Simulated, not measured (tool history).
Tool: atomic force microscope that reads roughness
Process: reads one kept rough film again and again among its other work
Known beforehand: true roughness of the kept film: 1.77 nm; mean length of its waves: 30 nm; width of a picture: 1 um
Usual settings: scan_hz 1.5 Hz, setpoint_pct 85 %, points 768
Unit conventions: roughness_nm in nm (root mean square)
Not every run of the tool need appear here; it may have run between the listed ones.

run	hour	scan_hz	setpoint_pct	points	roughness_nm
1	0	1.5	85	768	1.524
2	19.9	1.5	85	768	1.516
3	32.7	1.5	85	768	1.508
4	54.8	1.5	85	768	1.518
5	79.1	1.5	85	768	1.519
6	104	1.5	85	768	1.518
7	124.5	1.5	85	981	1.527
# hour 128.8: new tip fitted
8	137.2	1.5	85	981	1.509
9	150.9	1.5	85	981	1.52
10	167.1	3.11	85	768	1.408
11	193	3.11	85	768	1.409
12	205.7	1.5	85	768	1.525
13	217	1.5	85	768	1.518
14	236.5	1.5	85	768	1.526
15	252	1.5	85	768	1.512
16	274.8	0.87	77	477	1.586
# hour 282.4: new tip fitted
17	286.8	3.07	66	324	1.521
18	309.8	1.85	85	370	1.481
19	328.7	3.67	85	797	1.368
20	343.9	1.5	81	283	1.518
21	362.6	3.29	81	283	1.413
22	384	1.49	63	322	1.591
23	396.8	1.5	80	768	1.528
24	416.1	0.7	80	768	1.592
25	435.4	0.7	80	768	1.586
# hour 437.2: new tip fitted
26	458.6	1.12	85	636	1.544
27	482.3	1.72	80	636	1.53

Below are 5 alternative next runs, each starting from the tool's condition after run 27. Predict each:
A	503.5	1.72	64	636	?
B	503.5	0.51	67	636	?
C	503.5	1.84	69	364	?
D	503.5	1.5	85	335	?
E	503.5	2.6	84	653	?

run	roughness_nm
A	1.574
B	1.629
C	1.565
D	1.502
E	1.449
Without the tool's hidden state the same runs would have given:
run	roughness_nm
A	1.577
B	1.631
C	1.567
D	1.504
E	1.452
